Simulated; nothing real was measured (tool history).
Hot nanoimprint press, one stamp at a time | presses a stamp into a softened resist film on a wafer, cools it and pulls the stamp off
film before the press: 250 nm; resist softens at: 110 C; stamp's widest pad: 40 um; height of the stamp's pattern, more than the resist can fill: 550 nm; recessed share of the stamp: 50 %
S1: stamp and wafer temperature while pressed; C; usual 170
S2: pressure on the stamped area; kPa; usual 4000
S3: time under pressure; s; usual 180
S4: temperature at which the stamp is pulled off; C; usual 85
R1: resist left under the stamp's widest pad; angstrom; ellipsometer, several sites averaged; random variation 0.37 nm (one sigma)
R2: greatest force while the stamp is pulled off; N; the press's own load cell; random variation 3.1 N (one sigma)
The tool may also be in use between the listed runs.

run 1 hour=0 | S1=170 S2=4000 S3=180 S4=85 | R1=1286 R2=268
run 2 hour=30.8 | S1=170 S2=3950 S3=180 S4=85 | R1=1286 R2=273
-- hour=58.1 stamp cleaned and given a new release coat
run 3 hour=72.6 | S1=170 S2=3950 S3=180 S4=85 | R1=1300 R2=205
run 4 hour=110.4 | S1=170 S2=3950 S3=180 S4=81 | R1=1303 R2=230
run 5 hour=147 | S1=170 S2=4650 S3=180 S4=85 | R1=1209 R2=216
run 6 hour=176.7 | S1=170 S2=4650 S3=180 S4=85 | R1=1208 R2=209
run 7 hour=221.4 | S1=170 S2=4650 S3=180 S4=85 | R1=1217 R2=213
run 8 hour=248.9 | S1=170 S2=4000 S3=180 S4=83 | R1=1310 R2=222
run 9 hour=300.4 | S1=170 S2=4000 S3=180 S4=77 | R1=1301 R2=264
run 10 hour=333.6 | S1=170 S2=4000 S3=180 S4=85 | R1=1311 R2=230
run 11 hour=370.7 | S1=170 S2=4000 S3=180 S4=85 | R1=1320 R2=233
run 12 hour=422.1 | S1=170 S2=4000 S3=180 S4=84 | R1=1319 R2=236
run 13 hour=460.7 | S1=170 S2=4000 S3=180 S4=84 | R1=1327 R2=246
-- hour=480.4 plate thermocouple calibrated
run 14 hour=503.8 | S1=170 S2=4000 S3=180 S4=84 | R1=1248 R2=248
run 15 hour=548.1 | S1=170 S2=4000 S3=180 S4=87 | R1=1256 R2=230
run 16 hour=605.9 | S1=167 S2=4970 S3=120 S4=76 | R1=1483 R2=286
run 17 hour=656.9 | S1=167 S2=4970 S3=120 S4=76 | R1=1484 R2=298
run 18 hour=709.3 | S1=170 S2=2870 S3=102 S4=85 | R1=1721 R2=256
-- hour=756.4 press's hydraulic seals changed and the load cell set to zero
run 19 hour=764.1 | S1=175 S2=2500 S3=180 S4=85 | R1=1283 R2=270
run 20 hour=818.8 | S1=170 S2=4960 S3=180 S4=80 | R1=1140 R2=285
run 21 hour=860.5 | S1=170 S2=4000 S3=180 S4=76 | R1=1269 R2=318
-- hour=894.4 stamp cleaned and given a new release coat
run 22 hour=904.2 | S1=170 S2=4000 S3=180 S4=76 | R1=1274 R2=247
run 23 hour=953.4 | S1=174 S2=2480 S3=265 S4=72 | R1=1190 R2=270
run 24 hour=988.3 | S1=169 S2=4000 S3=165 S4=90 | R1=1373 R2=189
run 25 hour=1024.5 | S1=178 S2=3880 S3=152 S4=75 | R1=987 R2=263
run 26 hour=1068.6 | S1=178 S2=3880 S3=156 S4=75 | R1=982 R2=266
-- hour=1105.4 plate thermocouple calibrated
run 27 hour=1125 | S1=167 S2=3710 S3=176 S4=71 | R1=1469 R2=287
run 28 hour=1173.9 | S1=167 S2=3710 S3=176 S4=71 | R1=1470 R2=297
run 29 hour=1199.3 | S1=170 S2=3140 S3=180 S4=90 | R1=1409 R2=195
run 30 hour=1231.8 | S1=170 S2=5570 S3=180 S4=85 | R1=1070 R2=229

Measured less the same run without the tool's hidden state. The same run-to-run variation is in both; the gauge's scatter may not be:
The hidden state here: true temperature over the reading, C; pressure that arrives at the usual setting, %; grip of the stamp's worn release coat, % over a new coat's; drift of the gauge itself on residual_nm, %; drift of the gauge itself on pull_off_n, %.
run=1 R1=+39 R2=+63
run=2 R1=+43 R2=+66
run=3 R1=+45 R2=+4
run=4 R1=+50 R2=+7
run=5 R1=+53 R2=+10
run=6 R1=+57 R2=+12
run=7 R1=+61 R2=+16
run=8 R1=+63 R2=+18
run=9 R1=+67 R2=+26
run=10 R1=+70 R2=+26
run=11 R1=+74 R2=+29
run=12 R1=+79 R2=+34
run=13 R1=+83 R2=+38
run=14 R1=+12 R2=+35
run=15 R1=+16 R2=+36
run=16 R1=+28 R2=+49
run=17 R1=+33 R2=+56
run=18 R1=+26 R2=+51
run=19 R1=+16 R2=+57
run=20 R1=+22 R2=+65
run=21 R1=+27 R2=+76
run=22 R1=+30 R2=+3
run=23 R1=+31 R2=+9
run=24 R1=+40 R2=+9
run=25 R1=+33 R2=+15
run=26 R1=+35 R2=+20
run=27 R1=+5 R2=+22
run=28 R1=+9 R2=+29
run=29 R1=+11 R2=+21
run=30 R1=+15 R2=+26
